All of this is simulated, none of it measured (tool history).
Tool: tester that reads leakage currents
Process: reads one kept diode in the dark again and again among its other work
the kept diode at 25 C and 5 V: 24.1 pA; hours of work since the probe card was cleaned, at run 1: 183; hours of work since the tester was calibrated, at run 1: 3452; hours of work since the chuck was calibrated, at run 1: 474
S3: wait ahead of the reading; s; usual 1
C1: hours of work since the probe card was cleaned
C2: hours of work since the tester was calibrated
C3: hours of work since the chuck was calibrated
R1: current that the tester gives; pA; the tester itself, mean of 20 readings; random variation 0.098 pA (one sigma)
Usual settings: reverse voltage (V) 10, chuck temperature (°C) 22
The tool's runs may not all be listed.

run 1 hour=0 | reverse_voltage_(V)=10 chuck_temperature_(°C)=22 S3=1 | C1=183 C2=3452 C3=474 | R1=28.52
run 2 hour=106.6 | reverse_voltage_(V)=10 chuck_temperature_(°C)=25 S3=1 | C1=257 C2=3527 C3=549 | R1=35.04
run 3 hour=195.5 | reverse_voltage_(V)=10 chuck_temperature_(°C)=25 S3=1 | C1=319 C2=3589 C3=611 | R1=35.65
run 4 hour=298.4 | reverse_voltage_(V)=10 chuck_temperature_(°C)=25 S3=1 | C1=391 C2=3661 C3=683 | R1=36.18
run 5 hour=377.8 | reverse_voltage_(V)=10 chuck_temperature_(°C)=20 S3=1 | C1=447 C2=3717 C3=739 | R1=27.42
run 6 hour=458.7 | reverse_voltage_(V)=10 chuck_temperature_(°C)=22 S3=1 | C1=503 C2=3773 C3=795 | R1=31.26
run 7 hour=525.5 | reverse_voltage_(V)=10 chuck_temperature_(°C)=22 S3=1 | C1=550 C2=3820 C3=842 | R1=31.63
-- hour=566 chuck's temperature calibrated
run 8 hour=626.1 | reverse_voltage_(V)=10 chuck_temperature_(°C)=22 S3=2.5 | C1=619 C2=3889 C3=42 | R1=34.13
run 9 hour=703.4 | reverse_voltage_(V)=10 chuck_temperature_(°C)=22 S3=4.67 | C1=673 C2=3943 C3=96 | R1=33.71
run 10 hour=800.4 | reverse_voltage_(V)=10 chuck_temperature_(°C)=22 S3=4.67 | C1=741 C2=4011 C3=164 | R1=34.36
run 11 hour=927.4 | reverse_voltage_(V)=10 chuck_temperature_(°C)=22 S3=4.67 | C1=830 C2=4099 C3=253 | R1=35.4
run 12 hour=1022.1 | reverse_voltage_(V)=10 chuck_temperature_(°C)=22 S3=4.67 | C1=896 C2=4166 C3=319 | R1=35.7
run 13 hour=1109.5 | reverse_voltage_(V)=10 chuck_temperature_(°C)=22 S3=1 | C1=957 C2=4227 C3=380 | R1=38.41
run 14 hour=1220.8 | reverse_voltage_(V)=1.8 chuck_temperature_(°C)=22 S3=1 | C1=1035 C2=4305 C3=458 | R1=15.01
run 15 hour=1279 | reverse_voltage_(V)=8.9 chuck_temperature_(°C)=22 S3=1 | C1=1076 C2=4345 C3=499 | R1=37.04
run 16 hour=1339.7 | reverse_voltage_(V)=10 chuck_temperature_(°C)=22 S3=0.33 | C1=1118 C2=4388 C3=541 | R1=46.27
run 17 hour=1463.2 | reverse_voltage_(V)=1.6 chuck_temperature_(°C)=22 S3=1 | C1=1204 C2=4474 C3=627 | R1=13.91
-- hour=1534 tester calibrated
run 18 hour=1576.7 | reverse_voltage_(V)=1.6 chuck_temperature_(°C)=22 S3=1 | C1=1282 C2=30 C3=705 | R1=13.49
run 19 hour=1660.3 | reverse_voltage_(V)=1.6 chuck_temperature_(°C)=22 S3=1 | C1=1341 C2=88 C3=764 | R1=13.55

Forecast run 20:
run 20 hour=1761 | reverse_voltage_(V)=1.6 chuck_temperature_(°C)=22 S3=1 | C1=1411 C2=159 C3=834 | R1=?

{"run 20": {"R1": 13.61}}
Without the tool's hidden state the same run would have given R1 12.72 pA.
